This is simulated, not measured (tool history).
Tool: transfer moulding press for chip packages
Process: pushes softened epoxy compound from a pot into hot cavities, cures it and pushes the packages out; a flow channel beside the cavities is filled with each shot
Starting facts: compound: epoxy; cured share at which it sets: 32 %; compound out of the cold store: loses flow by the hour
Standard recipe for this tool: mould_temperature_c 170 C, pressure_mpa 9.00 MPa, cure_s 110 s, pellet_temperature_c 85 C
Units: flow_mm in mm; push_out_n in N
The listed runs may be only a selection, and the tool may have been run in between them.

run,hour,mould_temperature_c,pressure_mpa,cure_s,pellet_temperature_c,incoming compound's hours out of the cold store,flow_mm,push_out_n
1,0.0,170,9.00,110,85,19.7,579,272
# hour 6.1: plunger's sealing rings changed
# hour 11.4: cavities cleaned with cleaning compound and waxed
2,36.4,170,9.00,110,85,39.2,542,253
# hour 50.4: cavities cleaned with cleaning compound and waxed
3,71.5,170,9.00,110,85,45.0,526,234
# hour 89.3: cavities cleaned with cleaning compound and waxed
4,112.9,170,9.00,110,85,23.3,573,250
# hour 126.8: cavities cleaned with cleaning compound and waxed
5,138.2,170,9.00,110,85,8.3,614,234
6,159.8,170,7.24,110,85,35.7,478,256
# hour 165.0: cavities cleaned with cleaning compound and waxed
7,195.5,170,7.24,110,85,34.3,484,262
# hour 203.1: cavities cleaned with cleaning compound and waxed
8,220.3,170,7.24,110,85,46.0,453,228
# hour 226.5: plunger's sealing rings changed
# hour 243.7: cavities cleaned with cleaning compound and waxed
9,258.7,170,9.00,98,85,20.5,596,303
# hour 283.0: cavities cleaned with cleaning compound and waxed
10,284.3,170,7.80,98,85,26.6,531,263

Expected results for the next run?
# hour 319.5: cavities cleaned with cleaning compound and waxed
11,321.9,164,7.80,112,85,23.8,?,?

flow_mm: 559 mm
push_out_n: 319 N
The same run, on a tool lacking any hidden state, would have yielded flow_mm 567 mm, push_out_n 289 N.
